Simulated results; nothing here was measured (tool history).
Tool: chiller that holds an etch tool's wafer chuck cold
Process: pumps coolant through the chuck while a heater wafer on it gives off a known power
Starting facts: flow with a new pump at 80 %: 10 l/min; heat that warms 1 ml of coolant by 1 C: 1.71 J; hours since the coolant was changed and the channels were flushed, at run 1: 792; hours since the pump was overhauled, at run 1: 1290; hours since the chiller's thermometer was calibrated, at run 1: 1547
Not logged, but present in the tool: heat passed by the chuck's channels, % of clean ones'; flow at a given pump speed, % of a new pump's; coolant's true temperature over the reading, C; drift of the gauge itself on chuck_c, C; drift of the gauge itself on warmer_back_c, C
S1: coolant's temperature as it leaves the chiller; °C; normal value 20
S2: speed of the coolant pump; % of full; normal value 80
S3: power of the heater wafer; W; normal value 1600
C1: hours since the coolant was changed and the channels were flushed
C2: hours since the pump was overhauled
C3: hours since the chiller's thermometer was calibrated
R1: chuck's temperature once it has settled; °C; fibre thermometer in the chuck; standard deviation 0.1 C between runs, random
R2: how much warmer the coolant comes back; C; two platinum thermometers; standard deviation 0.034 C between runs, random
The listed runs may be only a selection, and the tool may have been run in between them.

run,hour,S1,S2,S3,C1,C2,C3,R1,R2
1,0,20,80,1600,792,1290,1547,31,5.59
2,30.2,20,80,1600,822,1320,1577,31.2,5.59
3,57.4,20,80,1600,850,1347,1605,31.4,5.6
4,100.4,20,99,1600,893,1390,1648,29,4.41
5,119.7,20,99,1600,912,1410,1667,29,4.33
6,158.9,20,99,1600,951,1449,1706,29.1,4.39
7,194.4,20,71,1600,987,1485,1742,32.6,6.42
8,218.3,20,71,1600,1011,1508,1766,32.8,6.44
9,260.7,20,71,1600,1053,1551,1808,32.6,6.42
10,288.3,20,71,1600,1080,1578,1836,32.6,6.35
11,317.9,20,71,1600,1110,1608,1865,32.8,6.41
12,349.2,21,80,1600,1141,1639,1897,32,5.6
13,395.3,21,80,1600,1188,1685,1943,32.3,5.59
14,427.8,22,81,1706,1220,1718,1975,33.6,5.88
15,456.6,20,72,2285,1249,1747,2004,37.9,9.02
16,477.9,20,72,2285,1270,1768,2025,37.7,8.97
17,498.9,20,68,1654,1291,1789,2046,33.6,6.89
18,524.5,28,80,1281,1317,1815,2072,36.9,4.48
19,557.8,22,80,2134,1350,1848,2105,37,7.51
20,604.2,16,93,1653,1396,1894,2151,25.7,4.9
21,623.7,16,93,1653,1416,1914,2171,25.8,4.87
22,663.6,15,80,853,1456,1954,2211,21,2.97

Below are 5 alternative next runs, each starting from the tool's condition after run 22. Predict each:
A,686.2,17,80,853,1478,1976,2233,?,?
B,686.2,21,80,1153,1478,1976,2233,?,?
C,686.2,21,81,1600,1478,1976,2233,?,?
D,686.2,20,80,840,1478,1976,2233,?,?
E,686.2,20,72,1600,1478,1976,2233,?,?

run,R1,R2
A,22.9,2.96
B,28.9,4.04
C,32,5.56
D,25.7,2.93
E,32.4,6.31
With the hidden condition removed and each run's random variation left untouched, the same runs would have given:
run,R1,R2
A,22.9,2.96
B,28.9,4.04
C,31.9,5.56
D,25.7,2.93
E,32.4,6.31

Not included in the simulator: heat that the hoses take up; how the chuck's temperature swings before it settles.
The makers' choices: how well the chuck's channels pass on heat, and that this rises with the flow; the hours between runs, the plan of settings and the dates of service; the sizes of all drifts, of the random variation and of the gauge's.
